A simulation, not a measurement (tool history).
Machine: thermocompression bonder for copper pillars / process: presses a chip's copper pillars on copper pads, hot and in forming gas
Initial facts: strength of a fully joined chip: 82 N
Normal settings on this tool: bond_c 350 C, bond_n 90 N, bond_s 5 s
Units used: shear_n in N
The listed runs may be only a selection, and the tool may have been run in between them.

| run | hour | bond_c | bond_n | bond_s | shear_n |
|---|---|---|---|---|---|
| 1 | 0.0 | 350 | 90 | 5 | 35.3 |
| 2 | 48.2 | 375 | 90 | 5 | 43.8 |
| 3 | 90.0 | 325 | 90 | 5 | 27.0 |
| 4 | 116.6 | 350 | 63 | 5 | 23.8 |
| 5 | 154.7 | 350 | 56 | 5 | 21.3 |
| 6 | 192.4 | 350 | 56 | 6 | 23.0 |
| 7 | 237.3 | 350 | 82 | 6 | 33.9 |
| 8 | 274.0 | 350 | 82 | 6 | 34.7 |
|  | 284.7 | forming gas filter changed |
| 9 | 319.9 | 350 | 82 | 5 | 31.6 |
| 10 | 351.7 | 350 | 68 | 5 | 26.1 |
| 11 | 388.4 | 350 | 68 | 5 | 26.0 |
| 12 | 434.6 | 350 | 90 | 5 | 34.5 |
| 13 | 478.7 | 350 | 90 | 12 | 47.2 |
| 14 | 536.5 | 350 | 59 | 5 | 22.4 |
| 15 | 579.4 | 350 | 90 | 5 | 35.6 |
| 16 | 607.0 | 365 | 90 | 5 | 39.9 |
| 17 | 668.5 | 365 | 90 | 5 | 39.8 |
| 18 | 728.0 | 350 | 90 | 10 | 44.0 |
| 19 | 779.1 | 350 | 90 | 10 | 44.7 |
| 20 | 820.7 | 350 | 90 | 10 | 44.9 |
|  | 849.2 | forming gas filter changed |
| 21 | 854.8 | 342 | 90 | 10 | 41.2 |
| 22 | 885.0 | 336 | 67 | 5 | 21.8 |
| 23 | 922.5 | 336 | 67 | 5 | 22.3 |
| 24 | 983.7 | 329 | 66 | 6 | 22.0 |
| 25 | 1018.5 | 350 | 92 | 10 | 45.0 |
| 26 | 1048.4 | 350 | 92 | 10 | 44.8 |
| 27 | 1077.1 | 350 | 92 | 10 | 44.6 |
| 28 | 1111.2 | 350 | 92 | 10 | 45.2 |
| 29 | 1171.1 | 328 | 82 | 10 | 32.5 |
| 30 | 1202.0 | 328 | 82 | 10 | 31.8 |
| 31 | 1236.7 | 328 | 82 | 10 | 32.9 |
| 32 | 1267.7 | 332 | 63 | 4 | 18.0 |
| 33 | 1330.8 | 332 | 63 | 4 | 17.8 |

Branching from run 33: 3 alternative next runs. What would each branch give?
| A | 1378.6 | 350 | 65 | 13 | ? |
| B | 1378.6 | 350 | 75 | 5 | ? |
| C | 1378.6 | 345 | 124 | 9 | ? |

| run | shear_n |
|---|---|
| A | 36.4 |
| B | 29.8 |
| C | 53.2 |
Take away the tool's hidden state, keep each run's random variation, and the runs would have read:
| run | shear_n |
|---|---|
| A | 36.5 |
| B | 29.9 |
| C | 53.4 |
